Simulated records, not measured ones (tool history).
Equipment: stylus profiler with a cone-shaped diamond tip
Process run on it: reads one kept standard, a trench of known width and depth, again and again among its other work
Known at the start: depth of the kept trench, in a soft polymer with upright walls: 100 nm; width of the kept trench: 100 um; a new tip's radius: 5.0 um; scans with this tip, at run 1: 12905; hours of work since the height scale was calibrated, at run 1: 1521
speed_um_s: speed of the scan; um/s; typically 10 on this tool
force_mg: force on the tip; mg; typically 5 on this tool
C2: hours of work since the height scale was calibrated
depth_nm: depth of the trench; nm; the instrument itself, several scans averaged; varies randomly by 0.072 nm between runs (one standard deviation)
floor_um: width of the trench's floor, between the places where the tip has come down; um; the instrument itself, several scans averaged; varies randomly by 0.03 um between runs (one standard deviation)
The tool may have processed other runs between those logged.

{"run": 1, "hour": 0.0, "speed_um_s": 10, "force_mg": 5, "scans with this tip": 12905, "C2": 1521, "depth_nm": 102.69, "floor_um": 97.95}
{"run": 2, "hour": 75.9, "speed_um_s": 10, "force_mg": 5, "scans with this tip": 13188, "C2": 1554, "depth_nm": 102.57, "floor_um": 97.95}
{"run": 3, "hour": 135.6, "speed_um_s": 10, "force_mg": 5, "scans with this tip": 13411, "C2": 1580, "depth_nm": 102.7, "floor_um": 97.95}
{"run": 4, "hour": 219.9, "speed_um_s": 10, "force_mg": 8.6, "scans with this tip": 13726, "C2": 1617, "depth_nm": 103.83, "floor_um": 97.99}
{"run": 5, "hour": 295.6, "speed_um_s": 10, "force_mg": 8.6, "scans with this tip": 14008, "C2": 1651, "depth_nm": 103.87, "floor_um": 97.99}
{"run": 6, "hour": 387.8, "speed_um_s": 10, "force_mg": 4.26, "scans with this tip": 14352, "C2": 1691, "depth_nm": 102.47, "floor_um": 97.93}
{"hour": 455.6, "done": "new tip fitted, height scale calibrated"}
{"run": 7, "hour": 457.2, "speed_um_s": 10, "force_mg": 4.26, "scans with this tip": 6, "C2": 1, "depth_nm": 102.33, "floor_um": 97.97}
{"run": 8, "hour": 530.7, "speed_um_s": 10, "force_mg": 4.26, "scans with this tip": 281, "C2": 33, "depth_nm": 102.3, "floor_um": 97.94}
{"run": 9, "hour": 596.4, "speed_um_s": 18, "force_mg": 4.52, "scans with this tip": 526, "C2": 62, "depth_nm": 102.46, "floor_um": 97.94}
{"run": 10, "hour": 675.9, "speed_um_s": 4, "force_mg": 3.71, "scans with this tip": 823, "C2": 97, "depth_nm": 102.18, "floor_um": 97.99}
{"run": 11, "hour": 771.1, "speed_um_s": 11, "force_mg": 3.71, "scans with this tip": 1178, "C2": 139, "depth_nm": 102.05, "floor_um": 98.03}
{"run": 12, "hour": 875.7, "speed_um_s": 40, "force_mg": 3.38, "scans with this tip": 1569, "C2": 185, "depth_nm": 102.03, "floor_um": 97.86}
{"run": 13, "hour": 918.8, "speed_um_s": 5, "force_mg": 2.9, "scans with this tip": 1730, "C2": 204, "depth_nm": 101.89, "floor_um": 97.96}
{"run": 14, "hour": 964.5, "speed_um_s": 9, "force_mg": 3.25, "scans with this tip": 1900, "C2": 224, "depth_nm": 101.92, "floor_um": 98}
{"run": 15, "hour": 1058.8, "speed_um_s": 9, "force_mg": 3.25, "scans with this tip": 2252, "C2": 265, "depth_nm": 101.88, "floor_um": 97.96}

Take each entry between the runs: how does the hidden state at the last listed run before it differ from the hidden state at the first listed run after it?
From run 6 to run 7: new tip fitted, height scale calibrated (hour 455.6)
  radius of the tip, um: 5.13 -> 5; height scale over the true one, %: 0.013 -> 0
  difference, measured minus the result without the unlogged condition, floor_um: -0.02 -> +0 um
